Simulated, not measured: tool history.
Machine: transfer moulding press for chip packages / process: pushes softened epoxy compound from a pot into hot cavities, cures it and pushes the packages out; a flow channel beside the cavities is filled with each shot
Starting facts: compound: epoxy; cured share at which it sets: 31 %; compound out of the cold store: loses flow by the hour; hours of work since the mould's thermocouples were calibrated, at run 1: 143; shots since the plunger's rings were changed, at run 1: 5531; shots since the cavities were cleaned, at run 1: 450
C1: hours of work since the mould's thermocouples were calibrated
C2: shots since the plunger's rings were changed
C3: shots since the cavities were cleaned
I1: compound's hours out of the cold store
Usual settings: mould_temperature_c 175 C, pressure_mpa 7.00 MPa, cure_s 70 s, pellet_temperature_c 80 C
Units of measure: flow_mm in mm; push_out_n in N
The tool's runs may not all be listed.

Run 1, hour 0.0: usual settings; C1 143; C2 5531; C3 450; I1 47.3. Result: flow_mm 601 mm, push_out_n 724 N.
At hour 7.2: cavities cleaned with cleaning compound and waxed.
Run 2, hour 7.7: usual settings; C1 147; C2 5631; C3 9; I1 19.4. Result: flow_mm 656 mm, push_out_n 514 N.
Run 3, hour 15.0: usual settings; C1 152; C2 5749; C3 127; I1 41.6. Result: flow_mm 611 mm, push_out_n 560 N.
Run 4, hour 24.2: usual settings; C1 158; C2 5895; C3 273; I1 40.9. Result: flow_mm 605 mm, push_out_n 636 N.
Run 5, hour 31.7: usual settings but pellet_temperature_c 79 C; C1 163; C2 6017; C3 395; I1 11.8. Result: flow_mm 668 mm, push_out_n 739 N.
At hour 42.6: cavities cleaned with cleaning compound and waxed.
Run 6, hour 43.1: usual settings but pellet_temperature_c 79 C; C1 169; C2 6175; C3 8; I1 16.6. Result: flow_mm 662 mm, push_out_n 468 N.
Run 7, hour 50.8: usual settings but pellet_temperature_c 79 C; C1 174; C2 6300; C3 133; I1 37.7. Result: flow_mm 612 mm, push_out_n 554 N.
At hour 66.0: plunger's sealing rings changed.
Run 8, hour 66.0: usual settings but pressure_mpa 7.10 MPa, pellet_temperature_c 76 C; C1 182; C2 0; C3 336; I1 32.5. Result: flow_mm 656 mm, push_out_n 695 N.
Run 9, hour 75.0: usual settings but pressure_mpa 7.10 MPa, pellet_temperature_c 76 C; C1 188; C2 145; C3 481; I1 35.3. Result: flow_mm 655 mm, push_out_n 737 N.
At hour 80.4: cavities cleaned with cleaning compound and waxed.
Run 10, hour 83.6: usual settings but pressure_mpa 7.10 MPa, pellet_temperature_c 76 C; C1 193; C2 260; C3 51; I1 36.0. Result: flow_mm 649 mm, push_out_n 515 N.
Run 11, hour 94.4: usual settings but pressure_mpa 7.10 MPa, cure_s 69 s, pellet_temperature_c 76 C; C1 200; C2 433; C3 224; I1 28.9. Result: flow_mm 663 mm, push_out_n 643 N.
Run 12, hour 102.2: usual settings but pressure_mpa 7.10 MPa, cure_s 69 s, pellet_temperature_c 76 C; C1 205; C2 559; C3 350; I1 8.2. Result: flow_mm 707 mm, push_out_n 738 N.
Run 13, hour 111.7: usual settings but mould_temperature_c 172 C, pressure_mpa 8.76 MPa, pellet_temperature_c 89 C; C1 211; C2 712; C3 503; I1 8.3. Result: flow_mm 794 mm, push_out_n 926 N.

Take each entry between the runs: how does the hidden state at the last listed run before it differ from the hidden state at the first listed run after it?
Run 1 -> run 2: cavities cleaned with cleaning compound and waxed (hour 7.2)
  pressure that reaches the compound, % of what is set: 92.24 -> 92.1; grip of the stained cavities, % over clean ones': 58.4 -> 4.7
  measured less the result without the state, flow_mm: -22 -> -25 mm; push_out_n: +285 -> +43 N
Run 5 -> run 6: cavities cleaned with cleaning compound and waxed (hour 42.6)
  pressure that reaches the compound, % of what is set: 91.56 -> 91.33; grip of the stained cavities, % over clean ones': 51.9 -> 2.4
  measured less the result without the state, flow_mm: -28 -> -29 mm; push_out_n: +271 -> +30 N
Run 7 -> run 8: plunger's sealing rings changed (hour 66.0)
  true mould temperature over the reading, C: -0.63 -> -0.64; pressure that reaches the compound, % of what is set: 91.13 -> 99.78; grip of the stained cavities, % over clean ones': 22 -> 46.7
  measured less the result without the state, flow_mm: -27 -> +2 mm; push_out_n: +119 -> +242 N
Run 9 -> run 10: cavities cleaned with cleaning compound and waxed (hour 80.4)
  true mould temperature over the reading, C: -0.64 -> -0.65; pressure that reaches the compound, % of what is set: 99.58 -> 99.41; grip of the stained cavities, % over clean ones': 59 -> 10.8
  measured less the result without the state, flow_mm: +0 -> +0 mm; push_out_n: +292 -> +69 N
